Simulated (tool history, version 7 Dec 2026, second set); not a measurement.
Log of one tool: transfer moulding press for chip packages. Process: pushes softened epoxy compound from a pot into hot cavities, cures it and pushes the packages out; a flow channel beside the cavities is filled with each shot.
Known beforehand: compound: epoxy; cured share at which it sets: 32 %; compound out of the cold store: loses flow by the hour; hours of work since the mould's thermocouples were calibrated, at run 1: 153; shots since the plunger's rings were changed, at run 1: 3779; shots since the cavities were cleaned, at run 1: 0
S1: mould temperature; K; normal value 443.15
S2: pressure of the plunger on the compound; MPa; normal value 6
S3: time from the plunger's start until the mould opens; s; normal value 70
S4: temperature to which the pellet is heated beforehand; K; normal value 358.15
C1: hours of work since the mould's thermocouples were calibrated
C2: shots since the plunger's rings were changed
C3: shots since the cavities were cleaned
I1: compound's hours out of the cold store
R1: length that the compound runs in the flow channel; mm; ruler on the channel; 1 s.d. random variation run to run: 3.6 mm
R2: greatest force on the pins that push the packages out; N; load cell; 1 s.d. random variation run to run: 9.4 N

run	day	S1	S2	S3	S4	C1	C2	C3	I1	R1	R2
1	0	443.15	6	70	358.15	153	3779	0	20.5	913	443
2	0.688	443.15	6	70	358.15	163	4012	233	23.9	901	602
3	1.388	443.15	6	70	357.15	173	4248	469	19.4	908	704
# day 1.712: plunger's sealing rings changed
4	2.262	443.15	6	54	358.15	185	186	731	22.8	942	1216
# day 2.842: cavities cleaned with cleaning compound and waxed
5	3.1	443.15	6	54	358.15	196	447	87	34	896	1491
6	3.796	443.15	6	54	358.15	206	682	322	19.2	948	1468
7	4.492	443.15	6	70	358.15	216	917	557	10.8	983	933
8	5.033	443.15	6	70	358.15	224	1101	741	21.9	935	882
# day 5.446: cavities cleaned with cleaning compound and waxed, once more
9	5.488	443.15	6	70	358.15	230	1233	14	45.6	844	430
10	6.204	443.15	6	70	358.15	240	1476	257	29.1	908	592
11	6.692	443.15	5.22	70	358.15	248	1640	421	27.2	852	706
12	7.175	443.15	5.22	70	358.15	255	1803	584	36.8	814	719
13	7.85	443.15	5.22	70	358.15	264	2032	813	45.7	782	787
# day 8.179: cavities cleaned with cleaning compound and waxed
14	8.375	443.15	5.22	70	358.15	271	2189	67	40.6	801	487
15	8.942	441.15	7.06	70	362.15	279	2381	259	9	1057	728
16	9.617	441.15	7.06	70	362.15	289	2609	487	33.8	952	785
17	10.092	441.15	7.06	70	364.15	296	2769	647	20.8	1003	827
# day 10.954: cavities cleaned with cleaning compound and waxed
18	10.954	441.15	4.54	87	364.15	308	3040	0	26.1	787	378
19	11.692	451.15	4.58	101	358.15	319	3290	250	19.7	783	539
20	12.088	442.15	6.71	70	366.15	324	3423	383	10.4	1013	714
21	12.621	443.15	6	101	358.15	332	3604	564	20.8	911	665
22	12.996	443.15	6	70	361.15	338	3730	690	42.4	833	752
23	13.442	449.15	5.76	84	361.15	344	3881	841	13.2	894	696
# day 13.712: cavities cleaned with cleaning compound and waxed
24	14.296	443.15	6.18	70	358.15	356	4149	197	37.6	852	588
# day 14.925: plunger's sealing rings changed
25	15.008	443.15	6	106	358.15	365	28	402	25.3	935	627
26	15.642	443.15	6	106	358.15	374	243	617	29.5	921	660
27	15.979	438.15	6	70	366.15	379	357	731	14.6	994	1018
# day 16.412: mould's thermocouples calibrated
# day 16.638: cavities cleaned with cleaning compound and waxed
28	16.638	440.15	6	70	358.15	2	531	0	40	884	485

What if the next run were any one of these 4? Each begins from the tool's condition after run 28:
A	16.983	443.15	7.24	70	348.15	7	648	117	47	?	?
B	16.983	443.15	5.29	70	358.15	7	648	117	24.6	?	?
C	16.983	450.15	6	57	360.15	7	648	117	18.6	?	?
D	16.983	444.15	5.45	99	358.15	7	648	117	26.9	?	?

run	R1	R2
A	933	522
B	876	515
C	934	501
D	879	453
Take away the tool's hidden state, keep each run's random variation, and the runs would have read:
run	R1	R2
A	940	421
B	883	413
C	941	403
D	886	364

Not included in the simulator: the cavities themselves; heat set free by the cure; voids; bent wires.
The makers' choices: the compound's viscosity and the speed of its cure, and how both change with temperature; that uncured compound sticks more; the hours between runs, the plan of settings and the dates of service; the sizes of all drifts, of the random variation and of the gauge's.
